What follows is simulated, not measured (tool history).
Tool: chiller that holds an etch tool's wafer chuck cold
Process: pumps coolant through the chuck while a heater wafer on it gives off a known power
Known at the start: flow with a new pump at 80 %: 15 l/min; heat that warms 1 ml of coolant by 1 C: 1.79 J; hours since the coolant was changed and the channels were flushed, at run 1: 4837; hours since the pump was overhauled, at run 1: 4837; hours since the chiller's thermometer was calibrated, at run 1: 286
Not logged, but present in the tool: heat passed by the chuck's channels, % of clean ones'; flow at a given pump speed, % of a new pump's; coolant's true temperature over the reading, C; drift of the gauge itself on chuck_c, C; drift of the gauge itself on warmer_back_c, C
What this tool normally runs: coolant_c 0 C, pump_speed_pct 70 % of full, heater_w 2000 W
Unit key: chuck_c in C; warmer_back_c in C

run      day  coolant_c  pump_speed_pct  heater_w  hours since the coolant was changed and the channels were flushed  hours since the pump was overhauled  hours since the chiller's thermometer was calibrated  chuck_c  warmer_back_c
  1        0          0              70      2000                                                               4837                                 4837                                                   286     21.5           5.79
  2    3.996          0              70      1398                                                               4933                                 4933                                                   382     15.1              4
       6.196  -- coolant changed, channels flushed
  3    8.562          0              90      2000                                                                 57                                 5037                                                   486     15.4           4.53
  4     13.2          0              70      2000                                                                168                                 5148                                                   597     19.1           5.84
  5   16.954          0              70      2612                                                                258                                 5238                                                   687     24.9           7.58
  6   19.979          0              70      2612                                                                331                                 5311                                                   760       25           7.66
  7     24.7          0              61      2000                                                                444                                 5424                                                   873     21.4           6.64
  8   28.854          0              61      2000                                                                544                                 5524                                                   973     21.7           6.62
  9   33.204          0              83      2000                                                                648                                 5628                                                  1077     17.1           5.02
 10   36.162          0              83      2000                                                                719                                 5699                                                  1148     17.2           5.04
 11   39.971          0              83      2000                                                                811                                 5791                                                  1240     17.1           5.03
 12   44.829          0              70      2135                                                                927                                 5907                                                  1356     21.2           6.29
 13   47.767          0              70      2135                                                                998                                 5978                                                  1427     21.2           6.35
 14   50.588          0              70      2135                                                               1065                                 6045                                                  1494     21.3            6.4
 15   55.088          0              75      2000                                                               1173                                 6153                                                  1602       19            5.6
 16   58.446          0              75      2000                                                               1254                                 6234                                                  1683       19            5.6
 17   60.942          0              62      2000                                                               1314                                 6294                                                  1743     22.2           6.73
 18     65.2         -4              63      2444                                                               1416                                 6396                                                  1845       23           8.16
 19   67.662          0              99      1437                                                               1475                                 6455                                                  1904     11.1           3.12
 20   72.725          0              99      1437                                                               1597                                 6577                                                  2026     11.6           3.14
 21   77.662         -9              92      2011                                                               1715                                 6695                                                  2144      7.7            4.7
 22   81.496         -9              60      2442                                                               1807                                 6787                                                  2236     19.8           8.59
 23   83.654         -9              60      2442                                                               1859                                 6839                                                  2288     19.6           8.62
 24   87.088          9              74      2000                                                               1941                                 6921                                                  2370       29           5.77
 25   89.267         -5              69      2000                                                               1994                                 6974                                                  2423     16.2           6.21
 26   93.058          4              61      1249                                                               2085                                 7065                                                  2514     18.8           4.35
 27   96.858          4              61      1249                                                               2176                                 7156                                                  2605     18.9           4.37
 28   99.167          4              61      1249                                                               2231                                 7211                                                  2660     18.9           4.37
 29  103.554          4              61      1249                                                               2337                                 7316                                                  2766       19           4.41
 30  106.838         -7              86      1438                                                               2415                                 7395                                                  2844      6.2           3.66
 31  110.588          1              65      1105                                                               2505                                 7485                                                  2934     13.9            3.7

Consider 4 possible next runs. They are alternatives, not a sequence: every one starts from the tool as it was left by run 31. What does each give?
  A  115.283          1              63      1105                                                               2618                                 7598                                                  3047        ?              ?
  B  115.283          1              71      2743                                                               2618                                 7598                                                  3047        ?              ?
  C  115.283         -1              94      2358                                                               2618                                 7598                                                  3047        ?              ?
  D  115.283          1              75      1422                                                               2618                                 7598                                                  3047        ?              ?

run  chuck_c  warmer_back_c
  A     14.1           3.81
  B     30.4           8.38
  C     19.4           5.52
  D     15.7           4.12
Without the tool's unlogged condition, the same runs would have read:
run  chuck_c  warmer_back_c
  A       11           3.11
  B     23.9           6.84
  C     14.8           4.51
  D     12.3           3.36
